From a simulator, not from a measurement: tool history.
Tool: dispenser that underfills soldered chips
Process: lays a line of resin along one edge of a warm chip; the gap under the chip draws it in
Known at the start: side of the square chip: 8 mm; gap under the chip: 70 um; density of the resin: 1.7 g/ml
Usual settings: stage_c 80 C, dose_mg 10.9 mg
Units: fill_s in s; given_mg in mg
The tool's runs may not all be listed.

{"run": 1, "day": 0.0, "stage_c": 80, "dose_mg": 10.9, "fill_s": 55.4, "given_mg": 10.86}
{"day": 0.158, "done": "new syringe of resin"}
{"run": 2, "day": 0.288, "stage_c": 80, "dose_mg": 10.9, "fill_s": 44.5, "given_mg": 10.8}
{"day": 0.812, "done": "new syringe of resin"}
{"run": 3, "day": 0.896, "stage_c": 80, "dose_mg": 10.9, "fill_s": 43.6, "given_mg": 10.78}
{"day": 1.475, "done": "new syringe of resin"}
{"run": 4, "day": 1.521, "stage_c": 80, "dose_mg": 10.9, "fill_s": 42.2, "given_mg": 10.77}
{"run": 5, "day": 1.954, "stage_c": 80, "dose_mg": 10.9, "fill_s": 53.9, "given_mg": 10.67}
{"day": 2.129, "done": "new syringe of resin"}
{"run": 6, "day": 2.333, "stage_c": 80, "dose_mg": 10.9, "fill_s": 47.4, "given_mg": 10.65}
{"run": 7, "day": 2.633, "stage_c": 80, "dose_mg": 10.1, "fill_s": 56.3, "given_mg": 9.71}
{"day": 2.762, "done": "new syringe of resin"}
{"run": 8, "day": 3.288, "stage_c": 80, "dose_mg": 10.9, "fill_s": 57.7, "given_mg": 10.53}
{"day": 3.396, "done": "new syringe of resin"}
{"run": 9, "day": 3.567, "stage_c": 80, "dose_mg": 10.9, "fill_s": 46.1, "given_mg": 10.46}
{"day": 4.029, "done": "new syringe of resin"}
{"run": 10, "day": 4.171, "stage_c": 80, "dose_mg": 10.2, "fill_s": 46.1, "given_mg": 9.7}
{"day": 4.629, "done": "dispensing valve cleaned and set on the balance"}
{"day": 4.725, "done": "new syringe of resin"}
{"run": 11, "day": 4.75, "stage_c": 80, "dose_mg": 12.7, "fill_s": 40.5, "given_mg": 12.58}
{"run": 12, "day": 5.254, "stage_c": 80, "dose_mg": 12.7, "fill_s": 55.1, "given_mg": 12.58}
{"day": 5.412, "done": "new syringe of resin"}
{"run": 13, "day": 5.717, "stage_c": 80, "dose_mg": 12.7, "fill_s": 47.8, "given_mg": 12.35}
{"day": 6.054, "done": "new syringe of resin"}
{"run": 14, "day": 6.329, "stage_c": 80, "dose_mg": 12, "fill_s": 47.5, "given_mg": 11.77}
{"run": 15, "day": 6.633, "stage_c": 80, "dose_mg": 12, "fill_s": 58, "given_mg": 11.62}
{"day": 6.704, "done": "new syringe of resin"}
{"run": 16, "day": 7.192, "stage_c": 80, "dose_mg": 12, "fill_s": 53.7, "given_mg": 11.48}
{"day": 7.375, "done": "new syringe of resin"}
{"run": 17, "day": 7.733, "stage_c": 80, "dose_mg": 10.3, "fill_s": 52.5, "given_mg": 9.93}
{"day": 8.021, "done": "new syringe of resin"}
{"run": 18, "day": 8.079, "stage_c": 75, "dose_mg": 9.7, "fill_s": 52.9, "given_mg": 9.32}
{"run": 19, "day": 8.475, "stage_c": 84, "dose_mg": 11.4, "fill_s": 47.2, "given_mg": 10.93}
{"day": 8.692, "done": "new syringe of resin"}
{"run": 20, "day": 8.746, "stage_c": 74, "dose_mg": 11, "fill_s": 52.1, "given_mg": 10.44}
{"run": 21, "day": 9.238, "stage_c": 87, "dose_mg": 10.6, "fill_s": 46.5, "given_mg": 9.98}
{"day": 9.325, "done": "new syringe of resin"}
{"day": 9.467, "done": "dispensing valve cleaned and set on the balance"}
{"run": 22, "day": 9.742, "stage_c": 70, "dose_mg": 13.4, "fill_s": 69.9, "given_mg": 13.4}
{"day": 10.008, "done": "new syringe of resin"}
{"run": 23, "day": 10.375, "stage_c": 70, "dose_mg": 13.4, "fill_s": 69.8, "given_mg": 13.22}
{"day": 10.671, "done": "new syringe of resin"}
{"run": 24, "day": 10.8, "stage_c": 70, "dose_mg": 13.4, "fill_s": 59.3, "given_mg": 13.24}
{"run": 25, "day": 11.158, "stage_c": 70, "dose_mg": 13.4, "fill_s": 74.6, "given_mg": 13.32}
{"day": 11.304, "done": "new syringe of resin"}
{"run": 26, "day": 11.621, "stage_c": 76, "dose_mg": 11.5, "fill_s": 55.3, "given_mg": 11.23}
{"day": 11.954, "done": "new syringe of resin"}
{"run": 27, "day": 12.204, "stage_c": 85, "dose_mg": 9.5, "fill_s": 41.3, "given_mg": 9.21}
{"day": 12.604, "done": "new syringe of resin"}
{"run": 28, "day": 12.717, "stage_c": 83, "dose_mg": 10, "fill_s": 40.9, "given_mg": 9.74}
{"day": 13.254, "done": "new syringe of resin"}
{"run": 29, "day": 13.333, "stage_c": 79, "dose_mg": 10.9, "fill_s": 43.6, "given_mg": 10.4}
{"run": 30, "day": 13.783, "stage_c": 79, "dose_mg": 10.9, "fill_s": 56.4, "given_mg": 10.32}
{"day": 13.9, "done": "new syringe of resin"}
{"run": 31, "day": 14.062, "stage_c": 94, "dose_mg": 12.3, "fill_s": 27.7, "given_mg": 11.58}
{"day": 14.292, "done": "dispensing valve cleaned and set on the balance"}
{"day": 14.588, "done": "new syringe of resin"}
{"run": 32, "day": 14.667, "stage_c": 82, "dose_mg": 9.4, "fill_s": 42.4, "given_mg": 9.39}
{"run": 33, "day": 15.192, "stage_c": 86, "dose_mg": 10.2, "fill_s": 49.8, "given_mg": 10.12}
{"day": 15.254, "done": "new syringe of resin"}
{"run": 34, "day": 15.833, "stage_c": 76, "dose_mg": 10.9, "fill_s": 67.6, "given_mg": 10.72}

3 ways to go on from here, each from the tool as it stands after run 34. What would each give?
{"day": 15.896, "done": "new syringe of resin"}
{"run": "A", "day": 16.321, "stage_c": 82, "dose_mg": 12.6, "fill_s": "?", "given_mg": "?"}
{"day": 15.896, "done": "new syringe of resin"}
{"run": "B", "day": 16.321, "stage_c": 88, "dose_mg": 10.9, "fill_s": "?", "given_mg": "?"}
{"day": 15.896, "done": "new syringe of resin"}
{"run": "C", "day": 16.321, "stage_c": 95, "dose_mg": 9.8, "fill_s": "?", "given_mg": "?"}

run=A fill_s=47.3 given_mg=12.14
run=B fill_s=40.2 given_mg=10.63
run=C fill_s=33.7 given_mg=9.52
Without the tool's hidden state the same runs would have given:
run=A fill_s=40 given_mg=12.44
run=B fill_s=33.8 given_mg=10.9
run=C fill_s=28.1 given_mg=9.76

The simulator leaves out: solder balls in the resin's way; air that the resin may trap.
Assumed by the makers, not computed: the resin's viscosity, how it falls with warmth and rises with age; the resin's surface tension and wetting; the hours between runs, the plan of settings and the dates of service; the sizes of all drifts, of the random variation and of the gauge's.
